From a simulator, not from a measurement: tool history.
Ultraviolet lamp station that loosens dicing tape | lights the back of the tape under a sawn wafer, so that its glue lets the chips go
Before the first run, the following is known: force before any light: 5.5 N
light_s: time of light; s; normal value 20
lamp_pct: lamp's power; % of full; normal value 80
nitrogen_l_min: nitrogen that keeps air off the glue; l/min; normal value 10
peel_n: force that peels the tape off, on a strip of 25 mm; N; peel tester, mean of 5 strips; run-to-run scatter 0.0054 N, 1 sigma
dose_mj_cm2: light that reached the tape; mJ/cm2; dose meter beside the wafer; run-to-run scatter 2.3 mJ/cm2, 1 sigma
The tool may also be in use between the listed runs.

| run | day | light_s | lamp_pct | nitrogen_l_min | peel_n | dose_mj_cm2 |
|---|---|---|---|---|---|---|
| 1 | 0 | 20 | 80 | 10 | 0.14 | 177 |
| 2 | 0.904 | 20 | 80 | 10 | 0.156 | 172 |
| 3 | 1.979 | 20 | 80 | 10 | 0.149 | 172 |
|  | 2.079 | window cleaned of glue's vapour |
| 4 | 2.621 | 20 | 80 | 6 | 0.179 | 187 |
| 5 | 3.158 | 20 | 80 | 10 | 0.131 | 182 |
| 6 | 3.758 | 20 | 88 | 10 | 0.108 | 202 |
| 7 | 4.575 | 20 | 80 | 10 | 0.127 | 182 |
| 8 | 5.683 | 20 | 80 | 10 | 0.138 | 180 |
| 9 | 6.629 | 20 | 80 | 10 | 0.134 | 184 |
| 10 | 7.517 | 20 | 80 | 10 | 0.14 | 177 |
| 11 | 8.504 | 20 | 80 | 10 | 0.134 | 177 |
| 12 | 9.608 | 20 | 80 | 10 | 0.146 | 175 |
| 13 | 10.125 | 20 | 80 | 10 | 0.147 | 180 |
| 14 | 10.704 | 20 | 80 | 10 | 0.139 | 175 |
| 15 | 11.354 | 20 | 80 | 5 | 0.247 | 172 |
| 16 | 12.062 | 20 | 80 | 5 | 0.25 | 175 |
| 17 | 12.654 | 20 | 80 | 5 | 0.254 | 173 |
| 18 | 13.208 | 20 | 80 | 5 | 0.244 | 174 |
| 19 | 13.958 | 20 | 80 | 5 | 0.261 | 172 |
| 20 | 15.121 | 20 | 80 | 5 | 0.275 | 169 |
| 21 | 16.271 | 20 | 74 | 5 | 0.317 | 156 |
| 22 | 17.029 | 18 | 97 | 5 | 0.227 | 185 |
|  | 17.646 | window cleaned of glue's vapour |
| 23 | 17.646 | 18 | 97 | 5 | 0.182 | 195 |
| 24 | 18.296 | 18 | 85 | 6 | 0.239 | 174 |
| 25 | 19.429 | 18 | 85 | 6 | 0.212 | 170 |
| 26 | 20.325 | 34 | 85 | 4 | 0.073 | 320 |
| 27 | 21.346 | 34 | 85 | 4 | 0.082 | 312 |
| 28 | 22.125 | 11 | 87 | 6 | 0.719 | 99 |
| 29 | 23.125 | 13 | 74 | 10 | 0.545 | 101 |
| 30 | 24.004 | 13 | 74 | 10 | 0.553 | 104 |
| 31 | 24.992 | 15 | 80 | 9 | 0.343 | 124 |
| 32 | 26.096 | 17 | 87 | 4 | 0.383 | 157 |
| 33 | 26.917 | 17 | 87 | 4 | 0.396 | 151 |
| 34 | 27.562 | 34 | 85 | 4 | 0.088 | 298 |
| 35 | 28.604 | 15 | 80 | 8 | 0.403 | 121 |
| 36 | 29.188 | 39 | 62 | 7 | 0.085 | 246 |
| 37 | 29.892 | 39 | 62 | 7 | 0.09 | 243 |
| 38 | 30.429 | 13 | 62 | 7 | 1.035 | 82 |
| 39 | 30.992 | 13 | 62 | 7 | 1.035 | 80 |
| 40 | 31.746 | 22 | 62 | 15 | 0.217 | 137 |
| 41 | 32.588 | 22 | 62 | 15 | 0.222 | 138 |
|  | 33.229 | window cleaned of glue's vapour |
| 42 | 33.712 | 14 | 67 | 8 | 0.664 | 97 |

Each run again, without the hidden state but with its own random variation kept:
Hidden state present: lamp's light, % of a new lamp's; light that the window lets through, % of a clean one's; drift of the gauge itself on peel_n, %; drift of the gauge itself on dose_mj_cm2, %.
| run | peel_n | dose_mj_cm2 |
|---|---|---|
| 1 | 0.096 | 208 |
| 2 | 0.109 | 204 |
| 3 | 0.099 | 206 |
| 4 | 0.138 | 208 |
| 5 | 0.103 | 204 |
| 6 | 0.089 | 227 |
| 7 | 0.096 | 206 |
| 8 | 0.105 | 205 |
| 9 | 0.098 | 211 |
| 10 | 0.103 | 205 |
| 11 | 0.094 | 207 |
| 12 | 0.103 | 206 |
| 13 | 0.102 | 211 |
| 14 | 0.093 | 207 |
| 15 | 0.156 | 206 |
| 16 | 0.155 | 210 |
| 17 | 0.158 | 209 |
| 18 | 0.149 | 211 |
| 19 | 0.153 | 209 |
| 20 | 0.162 | 208 |
| 21 | 0.181 | 194 |
| 22 | 0.132 | 230 |
| 23 | 0.129 | 225 |
| 24 | 0.166 | 201 |
| 25 | 0.141 | 199 |
| 26 | 0.062 | 377 |
| 27 | 0.071 | 372 |
| 28 | 0.495 | 119 |
| 29 | 0.355 | 122 |
| 30 | 0.355 | 126 |
| 31 | 0.204 | 152 |
| 32 | 0.225 | 194 |
| 33 | 0.232 | 188 |
| 34 | 0.07 | 373 |
| 35 | 0.224 | 154 |
| 36 | 0.065 | 312 |
| 37 | 0.068 | 311 |
| 38 | 0.655 | 105 |
| 39 | 0.649 | 103 |
| 40 | 0.115 | 177 |
| 41 | 0.115 | 179 |
| 42 | 0.429 | 119 |
